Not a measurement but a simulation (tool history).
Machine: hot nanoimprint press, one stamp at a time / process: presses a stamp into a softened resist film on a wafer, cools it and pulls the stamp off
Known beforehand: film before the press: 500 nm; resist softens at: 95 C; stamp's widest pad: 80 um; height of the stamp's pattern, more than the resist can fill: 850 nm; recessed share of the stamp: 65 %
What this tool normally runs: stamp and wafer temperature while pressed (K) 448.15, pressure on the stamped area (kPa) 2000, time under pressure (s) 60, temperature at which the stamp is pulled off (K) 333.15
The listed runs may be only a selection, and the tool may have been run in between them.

run,hour,stamp and wafer temperature while pressed (K),pressure on the stamped area (kPa),time under pressure (s),temperature at which the stamp is pulled off (K),resist left under the stamp's widest pad (nm),greatest force while the stamp is pulled off (N)
1,0,448.15,2000,60,333.15,183.4,223
2,11.1,448.15,2000,60,333.15,182.8,222
3,28.8,448.15,2000,60,323.15,183.5,266
4,42.4,448.15,2000,66,333.15,176.7,228
5,51.6,448.15,2000,49,333.15,202.2,229
6,66.5,447.15,2000,60,333.15,187.6,235
# hour 82.4: stamp cleaned and given a new release coat
7,82.9,447.15,2000,60,333.15,189.1,170
8,104.2,447.15,2000,60,333.15,191.3,179
9,117.2,447.15,2000,60,333.15,193.3,172
10,133.3,447.15,2000,60,333.15,191.6,181
11,150.7,460.15,1490,60,333.15,154.3,185

Forecast each of these 4 alternatives for the next run:
A,168.7,458.15,1710,60,333.15,?,?
B,168.7,439.15,2000,60,333.15,?,?
C,168.7,448.15,2970,92,333.15,?,?
D,168.7,460.15,1490,60,326.15,?,?

run,resist left under the stamp's widest pad (nm),greatest force while the stamp is pulled off (N)
A,153.3,185
B,241.2,192
C,129.6,192
D,154.8,213
Had the tool no hidden state, the same runs would have come out as:
run,resist left under the stamp's widest pad (nm),greatest force while the stamp is pulled off (N)
A,147.2,170
B,230.6,176
C,123.1,176
D,148.8,196
